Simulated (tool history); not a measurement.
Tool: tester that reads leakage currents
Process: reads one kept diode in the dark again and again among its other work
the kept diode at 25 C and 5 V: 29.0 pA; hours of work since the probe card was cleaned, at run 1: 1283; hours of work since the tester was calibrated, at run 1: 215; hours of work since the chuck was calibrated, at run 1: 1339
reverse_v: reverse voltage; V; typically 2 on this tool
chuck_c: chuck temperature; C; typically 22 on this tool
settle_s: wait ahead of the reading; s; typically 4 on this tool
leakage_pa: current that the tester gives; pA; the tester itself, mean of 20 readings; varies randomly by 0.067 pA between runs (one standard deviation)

| run | hour | reverse_v | chuck_c | settle_s | hours of work since the probe card was cleaned | hours of work since the tester was calibrated | hours of work since the chuck was calibrated | leakage_pa |
|---|---|---|---|---|---|---|---|---|
| 1 | 0 | 2 | 22 | 4 | 1283 | 215 | 1339 | 17.9 |
| 2 | 40.5 | 2 | 22 | 0.77 | 1310 | 242 | 1366 | 18.23 |
| 3 | 81.8 | 2 | 22 | 0.77 | 1338 | 270 | 1394 | 18.4 |
| 4 | 130.3 | 2 | 22 | 0.77 | 1371 | 302 | 1427 | 18.28 |
| 5 | 180.6 | 2 | 22 | 0.77 | 1405 | 336 | 1461 | 18.39 |
|  | 204.2 | chuck's temperature calibrated |
| 6 | 237.9 | 2 | 22 | 0.56 | 1442 | 373 | 23 | 17.69 |
| 7 | 283 | 2 | 22 | 0.56 | 1472 | 404 | 53 | 17.76 |
| 8 | 321 | 2.71 | 22 | 4 | 1498 | 429 | 79 | 20.79 |
| 9 | 366.6 | 2.71 | 22 | 4 | 1529 | 460 | 109 | 20.85 |
| 10 | 399 | 2.71 | 22 | 4 | 1551 | 482 | 131 | 20.93 |
| 11 | 426.8 | 2.71 | 22 | 4 | 1569 | 501 | 150 | 21.06 |
| 12 | 484.1 | 2 | 40 | 4 | 1608 | 539 | 188 | 63.45 |
| 13 | 541.7 | 2 | 22 | 4 | 1647 | 578 | 227 | 17.79 |
| 14 | 597.5 | 2 | 22 | 4 | 1684 | 616 | 265 | 17.96 |
| 15 | 656.4 | 2 | 22 | 4 | 1724 | 655 | 305 | 18.12 |
| 16 | 686.2 | 2 | 22 | 4 | 1744 | 675 | 325 | 18.22 |
| 17 | 711.5 | 2 | 22 | 4 | 1761 | 692 | 342 | 18.25 |
| 18 | 737.1 | 10.77 | 22 | 4.56 | 1778 | 710 | 359 | 49.47 |
| 19 | 776.4 | 10.77 | 22 | 4.56 | 1805 | 736 | 385 | 49.69 |
| 20 | 806.5 | 5.62 | 22 | 0.77 | 1825 | 756 | 406 | 33.48 |
| 21 | 835.9 | 5.62 | 22 | 1.92 | 1845 | 776 | 425 | 33.78 |
| 22 | 865.1 | 1.61 | 22 | 4.24 | 1864 | 796 | 445 | 16.51 |
| 23 | 892.4 | 10.78 | 22 | 6.32 | 1883 | 814 | 464 | 50.87 |
| 24 | 937.9 | 8.79 | 27 | 2.9 | 1913 | 845 | 494 | 59.91 |
| 25 | 964 | 2 | 35 | 5.92 | 1931 | 862 | 512 | 45.58 |
| 26 | 998.9 | 2.7 | 35 | 0.38 | 1955 | 886 | 535 | 53.79 |
| 27 | 1026.7 | 11.01 | 22 | 0.55 | 1973 | 905 | 554 | 53.33 |
| 28 | 1071.2 | 2 | 41 | 0.5 | 2003 | 935 | 584 | 69.67 |
| 29 | 1129.9 | 2 | 41 | 0.5 | 2043 | 974 | 623 | 69.81 |
| 30 | 1184.7 | 10.55 | 36 | 0.63 | 2080 | 1011 | 660 | 118.88 |
| 31 | 1216.9 | 10.55 | 36 | 0.63 | 2101 | 1033 | 682 | 119.33 |
| 32 | 1264.6 | 10.55 | 36 | 0.63 | 2133 | 1065 | 714 | 119.62 |
| 33 | 1301.1 | 3.25 | 39 | 1.53 | 2158 | 1089 | 739 | 78.33 |
| 34 | 1339.4 | 2 | 26 | 0.36 | 2184 | 1115 | 765 | 25.43 |

4 options for the next run, each taken on its own from the tool as it stands now. Forecast them:
| A | 1365.3 | 2 | 30 | 4 | 2201 | 1133 | 782 | ? |
| B | 1365.3 | 2 | 22 | 0.41 | 2201 | 1133 | 782 | ? |
| C | 1365.3 | 6.97 | 40 | 2.67 | 2201 | 1133 | 782 | ? |
| D | 1365.3 | 3.5 | 22 | 0.48 | 2201 | 1133 | 782 | ? |

| run | leakage_pa |
|---|---|
| A | 33.02 |
| B | 19.42 |
| C | 123.75 |
| D | 26.92 |
Without the tool's unlogged condition, the same runs would have read:
| run | leakage_pa |
|---|---|
| A | 28.16 |
| B | 15.09 |
| C | 106.7 |
| D | 19.63 |
